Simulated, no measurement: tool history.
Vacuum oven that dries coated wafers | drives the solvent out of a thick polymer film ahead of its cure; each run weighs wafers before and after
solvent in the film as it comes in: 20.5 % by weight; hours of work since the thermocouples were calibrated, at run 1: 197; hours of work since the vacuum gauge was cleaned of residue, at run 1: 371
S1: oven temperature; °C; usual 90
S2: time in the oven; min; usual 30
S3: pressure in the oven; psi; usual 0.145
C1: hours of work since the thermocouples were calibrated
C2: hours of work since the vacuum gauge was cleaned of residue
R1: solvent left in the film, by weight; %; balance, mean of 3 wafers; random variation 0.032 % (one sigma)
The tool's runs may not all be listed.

run,hour,S1,S2,S3,C1,C2,R1
1,0,90,30,0.145,197,371,2.43
2,47.3,90,30,0.145,234,408,2.3
3,107.3,90,30,0.145,281,454,2.35
4,141.7,90,30,0.145,308,481,2.35
5,176.1,90,30,0.376,335,508,3.67
6,223.1,90,30,0.376,371,545,3.66
7,269,90,30,0.376,407,581,3.7
8,328.4,90,30,0.376,453,627,3.77
9,389.1,90,30,0.376,501,674,3.74
# hour 395.1: oven's thermocouples calibrated
10,425.6,90,30,0.376,24,701,3.84
11,482.1,90,30,0.158,68,745,2.53
# hour 535.5: oven's thermocouples calibrated, once more
12,541.8,90,30,0.158,5,791,2.5
13,574.9,90,30,0.081,31,816,2.08
14,608.9,98,30,0.545,57,843,3.11
15,668,98,30,0.177,103,889,1.49
16,703.6,102,38,0.177,131,917,0.9
17,746.1,98,30,0.254,164,950,1.8
18,782.9,98,30,0.254,193,979,1.81
19,822.1,80,25,0.123,224,1009,5.78
20,868.6,80,41,0.351,260,1046,5.28
21,912.8,90,30,0.145,295,1080,2.57
22,941.8,98,30,0.117,317,1103,1.2
23,992.1,98,30,0.117,356,1142,1.27
24,1023.4,98,30,0.117,381,1167,1.28

The next listed run, before its measurement:
25,1055.8,90,41,0.145,406,1192,?

{"run 25": {"R1": 1.75}}
Without the tool's hidden state the same run would have given R1 1.42 %.

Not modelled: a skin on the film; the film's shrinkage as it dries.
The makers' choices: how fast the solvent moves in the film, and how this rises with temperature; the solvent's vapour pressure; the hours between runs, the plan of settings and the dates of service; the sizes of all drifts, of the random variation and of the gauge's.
